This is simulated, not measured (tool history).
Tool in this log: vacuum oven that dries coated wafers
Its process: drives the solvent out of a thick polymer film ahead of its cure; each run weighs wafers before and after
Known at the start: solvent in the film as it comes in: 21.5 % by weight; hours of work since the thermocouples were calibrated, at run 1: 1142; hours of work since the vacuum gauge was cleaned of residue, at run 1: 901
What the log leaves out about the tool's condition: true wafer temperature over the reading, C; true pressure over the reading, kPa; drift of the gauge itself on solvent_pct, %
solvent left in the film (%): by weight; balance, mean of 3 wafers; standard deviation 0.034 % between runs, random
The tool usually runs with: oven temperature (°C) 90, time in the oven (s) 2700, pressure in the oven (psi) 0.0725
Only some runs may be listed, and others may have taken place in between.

| run | hour | oven temperature (°C) | time in the oven (s) | pressure in the oven (psi) | hours of work since the thermocouples were calibrated | hours of work since the vacuum gauge was cleaned of residue | solvent left in the film (%) |
|---|---|---|---|---|---|---|---|
| 1 | 0.0 | 90 | 2700 | 0.0725 | 1142 | 901 | 3.94 |
| 2 | 87.5 | 90 | 2700 | 0.1566 | 1189 | 948 | 4.18 |
| 3 | 148.4 | 90 | 2700 | 0.1566 | 1222 | 981 | 4.28 |
| 4 | 230.1 | 90 | 2700 | 0.0725 | 1267 | 1025 | 3.84 |
| 5 | 331.4 | 90 | 3060 | 0.0725 | 1322 | 1080 | 3.27 |
| 6 | 416.0 | 90 | 2700 | 0.0725 | 1367 | 1126 | 3.92 |
| 7 | 484.8 | 90 | 3600 | 0.0725 | 1405 | 1163 | 2.49 |
| 8 | 576.3 | 90 | 2460 | 0.0725 | 1454 | 1213 | 4.41 |
| 9 | 653.1 | 90 | 2460 | 0.0725 | 1496 | 1255 | 4.37 |
| 10 | 741.2 | 90 | 2460 | 0.0725 | 1544 | 1302 | 4.37 |
| 11 | 820.0 | 82 | 2460 | 0.1856 | 1586 | 1345 | 7.14 |
|  | 827.1 | oven's thermocouples calibrated |
| 12 | 896.8 | 95 | 2700 | 0.1856 | 38 | 1385 | 3.71 |
| 13 | 951.1 | 80 | 1620 | 0.0618 | 67 | 1415 | 10.57 |
| 14 | 1053.8 | 85 | 1620 | 0.0650 | 123 | 1471 | 9.27 |
| 15 | 1116.7 | 85 | 1800 | 0.0650 | 157 | 1505 | 8.54 |
| 16 | 1161.0 | 85 | 1800 | 0.0650 | 181 | 1529 | 8.64 |

Below are 3 alternative next runs, each starting from the tool's condition after run 16. Predict each:
| A | 1211.1 | 90 | 3000 | 0.0725 | 208 | 1556 | ? |
| B | 1211.1 | 85 | 1740 | 0.0783 | 208 | 1556 | ? |
| C | 1211.1 | 75 | 1800 | 0.1685 | 208 | 1556 | ? |

| run | solvent left in the film (%) |
|---|---|
| A | 3.97 |
| B | 8.77 |
| C | 12.07 |
Without the tool's unlogged condition, the same runs would have read:
| run | solvent left in the film (%) |
|---|---|
| A | 3.64 |
| B | 8.47 |
| C | 11.72 |
